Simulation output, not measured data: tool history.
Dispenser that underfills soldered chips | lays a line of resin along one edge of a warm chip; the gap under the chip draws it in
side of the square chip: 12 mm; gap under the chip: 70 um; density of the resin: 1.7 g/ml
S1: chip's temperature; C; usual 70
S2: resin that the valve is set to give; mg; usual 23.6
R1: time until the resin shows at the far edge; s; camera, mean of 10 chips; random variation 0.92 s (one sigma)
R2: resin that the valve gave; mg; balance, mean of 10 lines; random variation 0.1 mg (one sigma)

Run 1, hour 0: usual settings. Result: R1 101.4 s, R2 23.22 mg.
Run 2, hour 6.4: usual settings but S1 74 C. Result: R1 116.1 s, R2 23.07 mg.
At hour 9: new syringe of resin.
Run 3, hour 12.1: usual settings but S1 65 C. Result: R1 136.4 s, R2 23.05 mg.
Run 4, hour 17.7: usual settings but S1 65 C. Result: R1 184.4 s, R2 23.15 mg.
At hour 20.3: new syringe of resin.
Run 5, hour 22.4: usual settings but S1 78 C. Result: R1 68.5 s, R2 22.81 mg.
Run 6, hour 26.6: usual settings but S1 60 C. Result: R1 216 s, R2 23.02 mg.
Run 7, hour 30.6: usual settings but S1 60 C. Result: R1 271.4 s, R2 23.17 mg.
At hour 31.4: new syringe of resin.
Run 8, hour 34.9: usual settings but S1 60 C. Result: R1 183.4 s, R2 22.98 mg.
Run 9, hour 39.6: usual settings but S1 60 C. Result: R1 241.2 s, R2 22.89 mg.
At hour 42.6: new syringe of resin.
Run 10, hour 44.9: usual settings but S1 60 C. Result: R1 175.1 s, R2 23.04 mg.
Run 11, hour 50.5: usual settings but S1 60 C. Result: R1 237.7 s, R2 23.13 mg.
At hour 54.1: new syringe of resin.
Run 12, hour 56: usual settings but S1 60 C. Result: R1 168.8 s, R2 22.88 mg.
Run 13, hour 60.1: usual settings but S1 60 C. Result: R1 209.2 s, R2 22.88 mg.
At hour 65.2: new syringe of resin.
Run 14, hour 66.3: usual settings but S2 25.7 mg. Result: R1 95.3 s, R2 24.84 mg.
Run 15, hour 70.2: usual settings but S2 25.7 mg. Result: R1 120.7 s, R2 24.78 mg.
Run 16, hour 73.6: usual settings but S2 25.7 mg. Result: R1 146.9 s, R2 24.75 mg.
At hour 76.3: new syringe of resin.
Run 17, hour 77.6: usual settings. Result: R1 100.2 s, R2 22.89 mg.
Run 18, hour 80.3: usual settings but S2 28.1 mg. Result: R1 111.7 s, R2 27.06 mg.
Run 19, hour 83: usual settings but S1 55 C, S2 22.5 mg. Result: R1 306.6 s, R2 21.65 mg.
At hour 87.8: new syringe of resin.
Run 20, hour 88.9: usual settings but S1 57 C, S2 24.8 mg. Result: R1 192.4 s, R2 23.78 mg.
Run 21, hour 95.2: usual settings but S1 57 C, S2 24.8 mg. Result: R1 265.2 s, R2 23.94 mg.
At hour 99: new syringe of resin.
Run 22, hour 100.8: usual settings but S1 69 C, S2 26.4 mg. Result: R1 110.4 s, R2 25.34 mg.
Run 23, hour 106.7: usual settings but S1 69 C, S2 26.4 mg. Result: R1 148.6 s, R2 25.36 mg.
At hour 110.2: new syringe of resin.
Run 24, hour 111.1: usual settings but S1 69 C, S2 26.4 mg. Result: R1 97.6 s, R2 25.19 mg.
Run 25, hour 115.6: usual settings but S1 69 C, S2 26.4 mg. Result: R1 125.6 s, R2 25.26 mg.
Run 26, hour 119.8: usual settings but S1 82 C, S2 23.2 mg. Result: R1 83.8 s, R2 22.13 mg.
At hour 121.4: new syringe of resin.
Run 27, hour 126.6: usual settings but S1 61 C, S2 27.8 mg. Result: R1 191 s, R2 26.65 mg.
Run 28, hour 131.3: usual settings but S1 80 C, S2 22.3 mg. Result: R1 99.4 s, R2 21.19 mg.
At hour 132.7: new syringe of resin.
Run 29, hour 136.9: usual settings but S1 80 C, S2 22.3 mg. Result: R1 73.3 s, R2 21.13 mg.
Run 30, hour 142.5: usual settings but S1 80 C, S2 22.3 mg. Result: R1 100.7 s, R2 21.09 mg.
At hour 144: new syringe of resin.
Run 31, hour 147.2: usual settings but S1 76 C, S2 23.7 mg. Result: R1 82.5 s, R2 22.49 mg.
Run 32, hour 152: usual settings but S1 72 C, S2 25.7 mg. Result: R1 129.7 s, R2 24.53 mg.
At hour 155.3: new syringe of resin.
Run 33, hour 156.5: usual settings but S1 74 C, S2 26.8 mg. Result: R1 79.2 s, R2 25.24 mg.
Run 34, hour 160.4: usual settings but S1 67 C, S2 27.7 mg. Result: R1 138.2 s, R2 26.31 mg.
Run 35, hour 163.1: usual settings but S1 67 C, S2 27.7 mg. Result: R1 162.3 s, R2 26.27 mg.
Run 36, hour 166: usual settings but S1 68 C, S2 29.7 mg. Result: R1 175.1 s, R2 27.86 mg.

Some steps in R1 between neighbouring runs. How much of each would the tool show without its hidden state too (settings, what came in, random variation), and how much is left for the hidden state, with any gauge scatter that isn't in both results?
The hidden state here: resin's viscosity, % of fresh resin's; dose that the valve gives, % of what is set; true chip temperature over the reading, C; drift of the gauge itself on fill_s, %; drift of the gauge itself on given_mg, %.
Run 5 -> 6: S1 78 -> 60. R1 +147.5 s: hidden state +60.2, all else +87.3.
Run 7 -> 8: new syringe of resin. R1 -88 s: hidden state -85.3, all else -2.7.
Run 18 -> 19: S1 70 -> 55, S2 28.1 -> 22.5. R1 +194.9 s: hidden state +82.2, all else +112.7.
Run 19 -> 20: S1 55 -> 57, S2 22.5 -> 24.8, new syringe of resin. R1 -114.2 s: hidden state -90.1, all else -24.1.
Run 21 -> 22: S1 57 -> 69, S2 24.8 -> 26.4, new syringe of resin. R1 -154.8 s: hidden state -79.4, all else -75.4.

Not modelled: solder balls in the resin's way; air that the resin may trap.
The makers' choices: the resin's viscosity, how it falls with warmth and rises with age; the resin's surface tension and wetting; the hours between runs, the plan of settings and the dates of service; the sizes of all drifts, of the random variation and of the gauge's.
